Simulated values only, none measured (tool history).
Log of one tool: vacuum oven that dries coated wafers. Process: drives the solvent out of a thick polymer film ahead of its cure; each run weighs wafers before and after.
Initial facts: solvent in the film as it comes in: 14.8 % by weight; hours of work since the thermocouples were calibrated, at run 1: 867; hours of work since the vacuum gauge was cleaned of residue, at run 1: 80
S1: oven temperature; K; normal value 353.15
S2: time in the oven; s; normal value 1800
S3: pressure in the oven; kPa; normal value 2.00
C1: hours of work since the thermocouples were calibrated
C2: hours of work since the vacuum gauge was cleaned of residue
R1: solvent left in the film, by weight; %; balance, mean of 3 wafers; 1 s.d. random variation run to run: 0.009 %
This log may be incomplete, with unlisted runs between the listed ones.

{"run": 1, "hour": 0.0, "S1": 353.15, "S2": 1800, "S3": 2.0, "C1": 867, "C2": 80, "R1": 0.962}
{"run": 2, "hour": 13.1, "S1": 353.15, "S2": 1800, "S3": 2.0, "C1": 873, "C2": 86, "R1": 0.956}
{"run": 3, "hour": 30.6, "S1": 353.15, "S2": 1800, "S3": 2.0, "C1": 882, "C2": 95, "R1": 0.957}
{"run": 4, "hour": 44.3, "S1": 353.15, "S2": 1800, "S3": 2.0, "C1": 889, "C2": 102, "R1": 0.927}
{"run": 5, "hour": 61.3, "S1": 353.15, "S2": 1800, "S3": 2.0, "C1": 898, "C2": 111, "R1": 0.942}
{"run": 6, "hour": 78.7, "S1": 353.15, "S2": 1800, "S3": 2.0, "C1": 907, "C2": 119, "R1": 0.938}
{"run": 7, "hour": 94.1, "S1": 353.15, "S2": 1800, "S3": 2.0, "C1": 914, "C2": 127, "R1": 0.937}
{"run": 8, "hour": 108.2, "S1": 353.15, "S2": 1800, "S3": 2.0, "C1": 921, "C2": 134, "R1": 0.932}
{"run": 9, "hour": 122.0, "S1": 353.15, "S2": 1800, "S3": 2.0, "C1": 928, "C2": 141, "R1": 0.949}
{"run": 10, "hour": 140.5, "S1": 353.15, "S2": 1800, "S3": 2.0, "C1": 938, "C2": 151, "R1": 0.934}
{"run": 11, "hour": 149.5, "S1": 353.15, "S2": 1800, "S3": 2.0, "C1": 942, "C2": 155, "R1": 0.911}
{"run": 12, "hour": 162.9, "S1": 353.15, "S2": 1800, "S3": 2.0, "C1": 949, "C2": 162, "R1": 0.931}
{"run": 13, "hour": 180.9, "S1": 353.15, "S2": 1740, "S3": 2.0, "C1": 958, "C2": 171, "R1": 0.976}
{"hour": 183.7, "done": "vacuum gauge cleaned of residue and calibrated"}
{"run": 14, "hour": 195.5, "S1": 353.15, "S2": 1740, "S3": 2.0, "C1": 965, "C2": 6, "R1": 0.962}
{"hour": 198.9, "done": "oven's thermocouples calibrated"}
{"run": 15, "hour": 211.7, "S1": 353.15, "S2": 1740, "S3": 2.0, "C1": 6, "C2": 13, "R1": 1.18}
{"hour": 225.9, "done": "vacuum gauge cleaned of residue and calibrated, once more"}
{"run": 16, "hour": 229.4, "S1": 353.15, "S2": 1740, "S3": 2.0, "C1": 15, "C2": 2, "R1": 1.173}
{"run": 17, "hour": 239.6, "S1": 353.15, "S2": 1740, "S3": 2.0, "C1": 20, "C2": 7, "R1": 1.164}
{"run": 18, "hour": 249.7, "S1": 353.15, "S2": 1800, "S3": 2.77, "C1": 25, "C2": 12, "R1": 1.406}
{"run": 19, "hour": 260.8, "S1": 353.15, "S2": 1800, "S3": 2.77, "C1": 30, "C2": 18, "R1": 1.393}
{"run": 20, "hour": 279.5, "S1": 353.15, "S2": 1800, "S3": 2.77, "C1": 40, "C2": 27, "R1": 1.39}
{"run": 21, "hour": 290.9, "S1": 353.15, "S2": 1800, "S3": 2.77, "C1": 46, "C2": 33, "R1": 1.391}
{"run": 22, "hour": 300.5, "S1": 364.15, "S2": 2040, "S3": 5.89, "C1": 51, "C2": 38, "R1": 1.382}
{"run": 23, "hour": 310.0, "S1": 341.15, "S2": 1260, "S3": 3.47, "C1": 55, "C2": 42, "R1": 5.557}
{"run": 24, "hour": 320.1, "S1": 353.15, "S2": 1920, "S3": 4.35, "C1": 60, "C2": 48, "R1": 1.857}
{"run": 25, "hour": 332.0, "S1": 341.15, "S2": 1740, "S3": 3.76, "C1": 66, "C2": 54, "R1": 4.49}
{"run": 26, "hour": 342.5, "S1": 341.15, "S2": 1740, "S3": 3.76, "C1": 72, "C2": 59, "R1": 4.492}
{"run": 27, "hour": 360.2, "S1": 341.15, "S2": 1140, "S3": 5.14, "C1": 81, "C2": 68, "R1": 6.591}
{"run": 28, "hour": 369.2, "S1": 341.15, "S2": 1140, "S3": 4.09, "C1": 85, "C2": 72, "R1": 6.192}
{"run": 29, "hour": 387.9, "S1": 348.15, "S2": 2040, "S3": 2.0, "C1": 95, "C2": 82, "R1": 1.59}
{"run": 30, "hour": 406.0, "S1": 357.15, "S2": 1620, "S3": 2.06, "C1": 104, "C2": 91, "R1": 0.868}
{"run": 31, "hour": 414.3, "S1": 365.15, "S2": 1620, "S3": 1.58, "C1": 108, "C2": 95, "R1": 0.363}
{"run": 32, "hour": 423.7, "S1": 358.15, "S2": 1620, "S3": 2.73, "C1": 113, "C2": 100, "R1": 0.981}
{"run": 33, "hour": 433.6, "S1": 345.15, "S2": 1800, "S3": 1.77, "C1": 118, "C2": 105, "R1": 2.375}
{"run": 34, "hour": 442.0, "S1": 351.15, "S2": 1740, "S3": 2.0, "C1": 122, "C2": 109, "R1": 1.404}
{"run": 35, "hour": 452.4, "S1": 362.15, "S2": 1740, "S3": 1.03, "C1": 127, "C2": 114, "R1": 0.301}
{"run": 36, "hour": 461.0, "S1": 362.15, "S2": 1740, "S3": 1.03, "C1": 132, "C2": 119, "R1": 0.294}
{"run": 37, "hour": 476.9, "S1": 352.15, "S2": 1800, "S3": 2.0, "C1": 140, "C2": 127, "R1": 1.229}
{"run": 38, "hour": 486.3, "S1": 352.15, "S2": 1800, "S3": 2.0, "C1": 144, "C2": 131, "R1": 1.213}
{"run": 39, "hour": 503.7, "S1": 352.15, "S2": 1800, "S3": 2.0, "C1": 153, "C2": 140, "R1": 1.22}
{"run": 40, "hour": 521.3, "S1": 352.15, "S2": 1800, "S3": 2.0, "C1": 162, "C2": 149, "R1": 1.214}
{"run": 41, "hour": 533.0, "S1": 353.15, "S2": 2160, "S3": 2.67, "C1": 168, "C2": 155, "R1": 1.132}

Alternative continuations, all from the tool just after run 41; predict every row:
{"run": "A", "hour": 551.8, "S1": 353.15, "S2": 1140, "S3": 1.35, "C1": 177, "C2": 165, "R1": "?"}
{"run": "B", "hour": 551.8, "S1": 352.15, "S2": 1800, "S3": 7.44, "C1": 177, "C2": 165, "R1": "?"}
{"run": "C", "hour": 551.8, "S1": 353.15, "S2": 2160, "S3": 3.76, "C1": 177, "C2": 165, "R1": "?"}
{"run": "D", "hour": 551.8, "S1": 353.15, "S2": 1800, "S3": 7.71, "C1": 177, "C2": 165, "R1": "?"}
{"run": "E", "hour": 551.8, "S1": 353.15, "S2": 2160, "S3": 1.08, "C1": 177, "C2": 165, "R1": "?"}

run=A R1=1.832
run=B R1=3.146
run=C R1=1.522
run=D R1=3.047
run=E R1=0.579
What these runs would have given with no unlogged condition in the tool:
run=A R1=1.891
run=B R1=3.201
run=C R1=1.549
run=D R1=3.099
run=E R1=0.595
